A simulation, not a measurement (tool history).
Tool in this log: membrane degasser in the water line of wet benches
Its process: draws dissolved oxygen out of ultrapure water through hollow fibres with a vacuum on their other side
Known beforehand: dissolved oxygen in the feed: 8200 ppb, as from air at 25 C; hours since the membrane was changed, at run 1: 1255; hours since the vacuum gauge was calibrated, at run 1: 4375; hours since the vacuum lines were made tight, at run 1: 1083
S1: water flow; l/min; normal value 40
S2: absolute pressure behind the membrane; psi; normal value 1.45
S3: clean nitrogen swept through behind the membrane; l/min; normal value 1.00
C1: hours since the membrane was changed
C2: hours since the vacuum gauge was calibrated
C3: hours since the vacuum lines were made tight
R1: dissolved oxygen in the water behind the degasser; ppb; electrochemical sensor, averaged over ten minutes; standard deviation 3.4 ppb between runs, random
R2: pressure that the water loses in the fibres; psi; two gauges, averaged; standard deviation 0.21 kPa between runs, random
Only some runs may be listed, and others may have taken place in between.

run,day,S1,S2,S3,C1,C2,C3,R1,R2
1,0.000,40,1.45,1.00,1255,4375,1083,537.1,7.426
2,2.029,40,1.45,1.00,1304,4423,1131,532.2,7.355
3,3.571,40,1.45,1.00,1341,4460,1168,533.4,7.458
4,5.933,40,1.45,1.00,1397,4517,1225,531.8,7.406
5,7.529,40,1.45,0.41,1436,4555,1263,982.5,7.461
6,8.779,40,1.97,0.41,1466,4585,1293,1437.1,7.413
7,10.342,40,1.97,0.41,1503,4623,1331,1420.1,7.375
8,11.800,31,1.45,1.00,1538,4658,1366,435.5,5.754
9,13.729,40,1.45,1.00,1584,4704,1412,535.2,7.411
10,14.908,40,1.45,1.00,1613,4732,1440,536.2,7.462
11,17.112,40,1.45,1.00,1666,4785,1493,533.4,7.455
12,19.283,40,1.45,1.00,1718,4837,1545,535.8,7.471
13,21.212,40,1.45,1.00,1764,4884,1592,538.8,7.436
14,23.554,53,0.93,0.40,1820,4940,1648,603.1,9.883
15,24.783,37,0.93,2.78,1850,4969,1677,108.6,6.892
16,26.221,26,3.07,2.04,1884,5004,1712,510.8,4.852
17,28.300,48,0.87,0.72,1934,5054,1762,353.1,8.936

5 options for the next run, each taken on its own from the tool as it stands now. Forecast them:
A,29.383,27,1.44,2.83,1960,5080,1788,?,?
B,29.383,61,2.70,0.47,1960,5080,1788,?,?
C,29.383,40,3.63,1.00,1960,5080,1788,?,?
D,29.383,40,3.50,1.87,1960,5080,1788,?,?
E,29.383,38,3.29,1.09,1960,5080,1788,?,?

run,R1,R2
A,155.2,5.011
B,2305.3,11.313
C,1512.6,7.420
D,909.8,7.467
E,1245.3,7.110
The same runs, with their run-to-run variation unchanged, on a tool lacking any hidden condition would have given:
run,R1,R2
A,149.5,4.921
B,2284.6,11.110
C,1498.1,7.287
D,898.6,7.333
E,1231.3,6.984
